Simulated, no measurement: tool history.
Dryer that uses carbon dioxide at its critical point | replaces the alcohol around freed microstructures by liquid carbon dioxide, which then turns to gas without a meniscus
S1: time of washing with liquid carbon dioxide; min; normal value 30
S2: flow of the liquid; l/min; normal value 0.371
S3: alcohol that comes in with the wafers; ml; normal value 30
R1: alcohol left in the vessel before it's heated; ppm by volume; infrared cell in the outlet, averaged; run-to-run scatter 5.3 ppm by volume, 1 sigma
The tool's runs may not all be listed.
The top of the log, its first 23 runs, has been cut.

run	hour	S1	S2	S3	R1
24	198.9	33	0.581	21	127
25	208.8	33	0.581	21	131
26	220.1	39	0.417	94	198
27	227.9	20	0.417	23	568
28	233.8	35	0.240	33	769
29	242.1	20	0.371	30	927
30	251.6	35	0.494	61	168
31	257.5	30	0.275	77	1710
32	266.8	23	0.417	26	440
33	272.8	32	0.417	26	204
34	282.7	33	0.417	110	384
35	288.0	30	0.235	47	1724
36	296.4	44	0.479	35	147
37	306.0	22	0.371	30	768
38	317.1	22	0.371	47	1179
39	325.6	28	0.304	47	1025
40	331.3	30	0.275	57	1327
41	340.4	20	0.454	87	1443
42	348.6	28	0.323	33	656

What if the next run were any one of these 5? Each begins from the tool's condition after run 42:
A	359.1	44	0.227	30	?
B	359.1	28	0.600	21	?
C	359.1	18	0.371	22	?
D	359.1	30	0.279	65	?
E	359.1	30	0.403	26	?

run	R1
A	481
B	166
C	981
D	1462
E	275
Without the tool's hidden state the same runs would have given:
run	R1
A	200
B	12
C	589
D	848
E	69

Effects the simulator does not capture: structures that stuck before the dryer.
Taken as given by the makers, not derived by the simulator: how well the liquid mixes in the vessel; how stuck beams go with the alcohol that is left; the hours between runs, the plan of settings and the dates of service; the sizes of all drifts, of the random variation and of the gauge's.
